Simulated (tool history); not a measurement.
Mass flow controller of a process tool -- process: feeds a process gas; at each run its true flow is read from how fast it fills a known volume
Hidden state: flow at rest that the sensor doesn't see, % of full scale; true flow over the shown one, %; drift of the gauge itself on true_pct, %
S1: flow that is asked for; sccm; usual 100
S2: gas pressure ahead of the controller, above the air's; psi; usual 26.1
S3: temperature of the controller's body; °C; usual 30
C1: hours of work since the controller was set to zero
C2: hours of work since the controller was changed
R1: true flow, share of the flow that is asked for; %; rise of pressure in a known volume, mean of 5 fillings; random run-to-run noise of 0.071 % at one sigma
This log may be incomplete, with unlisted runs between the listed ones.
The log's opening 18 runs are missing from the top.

run 19 hour=6647.6 | S1=100 S2=26.1 S3=30 | C1=1147 C2=1147 | R1=99.66
run 20 hour=7034.6 | S1=100 S2=26.1 S3=37 | C1=1456 C2=1456 | R1=99.95
run 21 hour=7353.6 | S1=100 S2=26.1 S3=37 | C1=1711 C2=1711 | R1=100.11
run 22 hour=7593.8 | S1=100 S2=26.1 S3=37 | C1=1903 C2=1903 | R1=99.92
run 23 hour=7987.7 | S1=100 S2=29.2 S3=30 | C1=2218 C2=2218 | R1=99.56
run 24 hour=8429.3 | S1=100 S2=29.2 S3=30 | C1=2571 C2=2571 | R1=99.51
run 25 hour=8899.6 | S1=100 S2=29.2 S3=30 | C1=2946 C2=2946 | R1=99.61
run 26 hour=9286.4 | S1=100 S2=29.2 S3=30 | C1=3255 C2=3255 | R1=99.77
run 27 hour=9571.4 | S1=157 S2=26.1 S3=22 | C1=3483 C2=3483 | R1=99.65
run 28 hour=9819 | S1=134 S2=24.1 S3=38 | C1=3681 C2=3681 | R1=100.4
run 29 hour=10151.5 | S1=100 S2=20.5 S3=30 | C1=3946 C2=3946 | R1=99.85
run 30 hour=10456.8 | S1=100 S2=20.5 S3=23 | C1=4190 C2=4190 | R1=99.55
run 31 hour=10845.8 | S1=100 S2=20.5 S3=23 | C1=4501 C2=4501 | R1=99.4
run 32 hour=11134.7 | S1=23 S2=27 S3=25 | C1=4732 C2=4732 | R1=99.07
run 33 hour=11494 | S1=23 S2=27.7 S3=30 | C1=5019 C2=5019 | R1=99.36
run 34 hour=11898.6 | S1=100 S2=37.3 S3=30 | C1=5342 C2=5342 | R1=99.26
run 35 hour=12302.9 | S1=98 S2=21.9 S3=30 | C1=5665 C2=5665 | R1=99.75
-- hour=12456.1 controller exchanged for a calibrated one
run 36 hour=12724.2 | S1=98 S2=21.9 S3=30 | C1=214 C2=214 | R1=99.78
run 37 hour=13026 | S1=98 S2=21.9 S3=30 | C1=455 C2=455 | R1=99.7
run 38 hour=13377.1 | S1=98 S2=21.9 S3=30 | C1=736 C2=736 | R1=99.77
run 39 hour=13884.7 | S1=100 S2=26.1 S3=39 | C1=1141 C2=1141 | R1=100.1
run 40 hour=14212.2 | S1=77 S2=21.5 S3=33 | C1=1403 C2=1403 | R1=99.83
run 41 hour=14530.7 | S1=152 S2=26.1 S3=27 | C1=1657 C2=1657 | R1=99.79

For run 42, what comes out?
run 42 hour=14945.4 | S1=111 S2=33.1 S3=34 | C1=1989 C2=1989 | R1=?

R1: 99.88 %
Were there no unlogged condition in the tool, this run, its random variation unchanged, would have produced R1 99.89 %.
